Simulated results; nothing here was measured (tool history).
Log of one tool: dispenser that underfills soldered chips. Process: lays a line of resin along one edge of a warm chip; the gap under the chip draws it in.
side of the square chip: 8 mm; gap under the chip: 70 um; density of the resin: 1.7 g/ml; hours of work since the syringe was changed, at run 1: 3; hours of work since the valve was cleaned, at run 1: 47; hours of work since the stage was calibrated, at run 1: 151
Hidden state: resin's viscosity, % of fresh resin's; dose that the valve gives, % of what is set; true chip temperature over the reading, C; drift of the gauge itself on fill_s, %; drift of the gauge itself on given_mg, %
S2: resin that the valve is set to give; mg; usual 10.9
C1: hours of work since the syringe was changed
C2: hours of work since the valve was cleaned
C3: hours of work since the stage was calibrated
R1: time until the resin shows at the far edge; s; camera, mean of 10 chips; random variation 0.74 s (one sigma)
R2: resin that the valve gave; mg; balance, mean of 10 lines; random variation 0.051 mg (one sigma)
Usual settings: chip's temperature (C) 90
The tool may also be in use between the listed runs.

Run 1, hour 0.0: usual settings; C1 3; C2 47; C3 151. Result: R1 74.3 s, R2 10.67 mg.
At hour 3.9: new syringe of resin.
Run 2, hour 9.3: usual settings; C1 4; C2 53; C3 157. Result: R1 75.9 s, R2 10.58 mg.
At hour 12.2: new syringe of resin.
At hour 20.7: new syringe of resin.
Run 3, hour 26.3: usual settings; C1 4; C2 64; C3 168. Result: R1 78.4 s, R2 10.60 mg.
At hour 29.5: new syringe of resin.
At hour 38.0: new syringe of resin.
Run 4, hour 40.3: usual settings; C1 2; C2 74; C3 177. Result: R1 74.4 s, R2 10.48 mg.
At hour 45.9: new syringe of resin.
Run 5, hour 51.4: usual settings; C1 4; C2 81; C3 185. Result: R1 78.1 s, R2 10.43 mg.
At hour 54.8: new syringe of resin.
At hour 62.1: dispensing valve cleaned and set on the balance.
At hour 64.8: new syringe of resin.
Run 6, hour 69.9: usual settings; C1 4; C2 5; C3 196. Result: R1 75.4 s, R2 10.79 mg.
At hour 72.6: new syringe of resin.
Run 7, hour 77.5: usual settings; C1 3; C2 10; C3 201. Result: R1 76.5 s, R2 10.80 mg.
At hour 81.2: new syringe of resin.
Run 8, hour 85.1: usual settings but chip's temperature (C) 93; C1 3; C2 15; C3 206. Result: R1 65.4 s, R2 10.79 mg.
At hour 88.9: new syringe of resin.
Run 9, hour 93.0: usual settings; C1 3; C2 20; C3 211. Result: R1 74.0 s, R2 10.73 mg.
At hour 97.4: new syringe of resin.
Run 10, hour 104.7: usual settings; C1 5; C2 28; C3 219. Result: R1 80.2 s, R2 10.78 mg.
At hour 106.2: new syringe of resin.
At hour 114.8: new syringe of resin.
Run 11, hour 115.6: usual settings but chip's temperature (C) 102; C1 1; C2 35; C3 226. Result: R1 43.3 s, R2 10.79 mg.
At hour 123.2: new syringe of resin.
Run 12, hour 128.7: usual settings but chip's temperature (C) 98, S2 9.7 mg; C1 4; C2 44; C3 235. Result: R1 56.5 s, R2 9.43 mg.
At hour 131.4: new syringe of resin.
At hour 139.4: new syringe of resin.
Run 13, hour 144.3: usual settings but chip's temperature (C) 92; C1 3; C2 54; C3 245. Result: R1 70.9 s, R2 10.62 mg.
At hour 148.3: new syringe of resin.
Run 14, hour 154.7: usual settings but chip's temperature (C) 102, S2 10.6 mg; C1 4; C2 61; C3 252. Result: R1 50.6 s, R2 10.28 mg.
At hour 157.1: new syringe of resin.
Run 15, hour 164.0: usual settings but chip's temperature (C) 77, S2 14.2 mg; C1 5; C2 67; C3 258. Result: R1 138.8 s, R2 13.75 mg.
At hour 165.1: new syringe of resin.
At hour 173.7: new syringe of resin.
Run 16, hour 173.7: usual settings but chip's temperature (C) 93, S2 11.3 mg; C1 0; C2 73; C3 264. Result: R1 62.8 s, R2 10.85 mg.
At hour 181.8: new syringe of resin.
Run 17, hour 184.3: usual settings but chip's temperature (C) 85, S2 11.0 mg; C1 2; C2 80; C3 271. Result: R1 91.7 s, R2 10.57 mg.
At hour 190.3: new syringe of resin.
At hour 197.5: dispensing valve cleaned and set on the balance.
At hour 199.3: new syringe of resin.
Run 18, hour 201.2: usual settings but chip's temperature (C) 102, S2 11.8 mg; C1 1; C2 2; C3 281. Result: R1 43.5 s, R2 11.88 mg.
At hour 207.9: new syringe of resin.
Run 19, hour 214.0: usual settings but S2 12.8 mg; C1 4; C2 11; C3 290. Result: R1 79.6 s, R2 12.72 mg.
At hour 216.1: new syringe of resin.
At hour 224.7: new syringe of resin.
Run 20, hour 226.6: usual settings but chip's temperature (C) 80; C1 1; C2 19; C3 298. Result: R1 113.5 s, R2 10.69 mg.
At hour 232.8: new syringe of resin.
Run 21, hour 235.9: usual settings but chip's temperature (C) 84, S2 9.4 mg; C1 2; C2 25; C3 304. Result: R1 100.3 s, R2 9.21 mg.
At hour 241.1: new syringe of resin.
At hour 249.2: new syringe of resin.
Run 22, hour 250.8: usual settings but chip's temperature (C) 94, S2 12.8 mg; C1 1; C2 35; C3 314. Result: R1 59.5 s, R2 12.55 mg.

How the hidden state differs across the entries between the runs, from the last listed run before each to the first after it:
Between runs 1 and 2: new syringe of resin (hour 3.9)
  resin's viscosity, % of fresh resin's: 110.1 -> 111.6; dose that the valve gives, % of what is set: 97.65 -> 97.33; true chip temperature over the reading, C: -0.25 -> -0.26
  measured less the result without the state, R1: +7.8 -> +9.0 s; R2: -0.25 -> -0.30 mg
Between runs 2 and 3: new syringe of resin (hour 12.2); new syringe of resin (hour 20.7)
  resin's viscosity, % of fresh resin's: 111.6 -> 113.8; dose that the valve gives, % of what is set: 97.33 -> 96.79; true chip temperature over the reading, C: -0.26 -> -0.3
  measured less the result without the state, R1: +9.0 -> +10.9 s; R2: -0.30 -> -0.35 mg
Between runs 3 and 4: new syringe of resin (hour 29.5); new syringe of resin (hour 38.0)
  resin's viscosity, % of fresh resin's: 113.8 -> 107.4; dose that the valve gives, % of what is set: 96.79 -> 96.34; true chip temperature over the reading, C: -0.3 -> -0.32
  measured less the result without the state, R1: +10.9 -> +6.6 s; R2: -0.35 -> -0.40 mg
Between runs 4 and 5: new syringe of resin (hour 45.9)
  resin's viscosity, % of fresh resin's: 107.4 -> 112.8; dose that the valve gives, % of what is set: 96.34 -> 95.98; true chip temperature over the reading, C: -0.32 -> -0.34
  measured less the result without the state, R1: +6.6 -> +10.4 s; R2: -0.40 -> -0.44 mg
Between runs 5 and 6: new syringe of resin (hour 54.8); dispensing valve cleaned and set on the balance (hour 62.1); new syringe of resin (hour 64.8)
  resin's viscosity, % of fresh resin's: 112.8 -> 111.4; dose that the valve gives, % of what is set: 95.98 -> 99.83; true chip temperature over the reading, C: -0.34 -> -0.37
  measured less the result without the state, R1: +10.4 -> +8.8 s; R2: -0.44 -> -0.02 mg
Between runs 6 and 7: new syringe of resin (hour 72.6)
  resin's viscosity, % of fresh resin's: 111.4 -> 112.4; dose that the valve gives, % of what is set: 99.83 -> 99.63; true chip temperature over the reading, C: -0.37 -> -0.39
  measured less the result without the state, R1: +8.8 -> +9.6 s; R2: -0.02 -> -0.04 mg
Between runs 7 and 8: new syringe of resin (hour 81.2)
  resin's viscosity, % of fresh resin's: 112.4 -> 107.5; dose that the valve gives, % of what is set: 99.63 -> 99.4; true chip temperature over the reading, C: -0.39 -> -0.4
  measured less the result without the state, R1: +9.6 -> +5.6 s; R2: -0.04 -> -0.07 mg
Between runs 8 and 9: new syringe of resin (hour 88.9)
  resin's viscosity, % of fresh resin's: 107.5 -> 108.5; dose that the valve gives, % of what is set: 99.4 -> 99.15; true chip temperature over the reading, C: -0.4 -> -0.41
  measured less the result without the state, R1: +5.6 -> +7.1 s; R2: -0.07 -> -0.09 mg
Between runs 9 and 10: new syringe of resin (hour 97.4)
  resin's viscosity, % of fresh resin's: 108.5 -> 117.4; dose that the valve gives, % of what is set: 99.15 -> 98.75; true chip temperature over the reading, C: -0.41 -> -0.43
  measured less the result without the state, R1: +7.1 -> +13.2 s; R2: -0.09 -> -0.14 mg
Between runs 10 and 11: new syringe of resin (hour 106.2); new syringe of resin (hour 114.8)
  resin's viscosity, % of fresh resin's: 117.4 -> 101.2; dose that the valve gives, % of what is set: 98.75 -> 98.38; true chip temperature over the reading, C: -0.43 -> -0.45
  measured less the result without the state, R1: +13.2 -> +1.4 s; R2: -0.14 -> -0.17 mg
Between runs 11 and 12: new syringe of resin (hour 123.2)
  resin's viscosity, % of fresh resin's: 101.2 -> 111.4; dose that the valve gives, % of what is set: 98.38 -> 97.92; true chip temperature over the reading, C: -0.45 -> -0.48
  measured less the result without the state, R1: +1.4 -> +7.1 s; R2: -0.17 -> -0.20 mg
Between runs 12 and 13: new syringe of resin (hour 131.4); new syringe of resin (hour 139.4)
  resin's viscosity, % of fresh resin's: 111.4 -> 111.1; dose that the valve gives, % of what is set: 97.92 -> 97.41; true chip temperature over the reading, C: -0.48 -> -0.5
  measured less the result without the state, R1: +7.1 -> +8.8 s; R2: -0.20 -> -0.29 mg
Between runs 13 and 14: new syringe of resin (hour 148.3)
  resin's viscosity, % of fresh resin's: 111.1 -> 117.6; dose that the valve gives, % of what is set: 97.41 -> 97.06; true chip temperature over the reading, C: -0.5 -> -0.52
  measured less the result without the state, R1: +8.8 -> +8.9 s; R2: -0.29 -> -0.31 mg
Between runs 14 and 15: new syringe of resin (hour 157.1)
  resin's viscosity, % of fresh resin's: 117.6 -> 116.3; dose that the valve gives, % of what is set: 97.06 -> 96.73; true chip temperature over the reading, C: -0.52 -> -0.54
  measured less the result without the state, R1: +8.9 -> +22.5 s; R2: -0.31 -> -0.47 mg
Between runs 15 and 16: new syringe of resin (hour 165.1); new syringe of resin (hour 173.7)
  resin's viscosity, % of fresh resin's: 116.3 -> 101.4; dose that the valve gives, % of what is set: 96.73 -> 96.43; true chip temperature over the reading, C: -0.54 -> -0.56
  measured less the result without the state, R1: +22.5 -> +2.7 s; R2: -0.47 -> -0.40 mg
Between runs 16 and 17: new syringe of resin (hour 181.8)
  resin's viscosity, % of fresh resin's: 101.4 -> 106.6; dose that the valve gives, % of what is set: 96.43 -> 96.08; true chip temperature over the reading, C: -0.56 -> -0.58
  measured less the result without the state, R1: +2.7 -> +8.5 s; R2: -0.40 -> -0.43 mg
Between runs 17 and 18: new syringe of resin (hour 190.3); dispensing valve cleaned and set on the balance (hour 197.5); new syringe of resin (hour 199.3)
  resin's viscosity, % of fresh resin's: 106.6 -> 103.2; dose that the valve gives, % of what is set: 96.08 -> 99.93; true chip temperature over the reading, C: -0.58 -> -0.61
  measured less the result without the state, R1: +8.5 -> +2.4 s; R2: -0.43 -> -0.01 mg
Between runs 18 and 19: new syringe of resin (hour 207.9)
  resin's viscosity, % of fresh resin's: 103.2 -> 115.3; dose that the valve gives, % of what is set: 99.93 -> 99.51; true chip temperature over the reading, C: -0.61 -> -0.63
  measured less the result without the state, R1: +2.4 -> +12.2 s; R2: -0.01 -> -0.06 mg
Between runs 19 and 20: new syringe of resin (hour 216.1); new syringe of resin (hour 224.7)
  resin's viscosity, % of fresh resin's: 115.3 -> 104.2; dose that the valve gives, % of what is set: 99.51 -> 99.08; true chip temperature over the reading, C: -0.63 -> -0.65
  measured less the result without the state, R1: +12.2 -> +7.9 s; R2: -0.06 -> -0.10 mg
Between runs 20 and 21: new syringe of resin (hour 232.8)
  resin's viscosity, % of fresh resin's: 104.2 -> 105.8; dose that the valve gives, % of what is set: 99.08 -> 98.78; true chip temperature over the reading, C: -0.65 -> -0.67
  measured less the result without the state, R1: +7.9 -> +8.5 s; R2: -0.10 -> -0.12 mg
Between runs 21 and 22: new syringe of resin (hour 241.1); new syringe of resin (hour 249.2)
  resin's viscosity, % of fresh resin's: 105.8 -> 103.7; dose that the valve gives, % of what is set: 98.78 -> 98.26; true chip temperature over the reading, C: -0.67 -> -0.69
  measured less the result without the state, R1: +8.5 -> +3.9 s; R2: -0.12 -> -0.22 mg
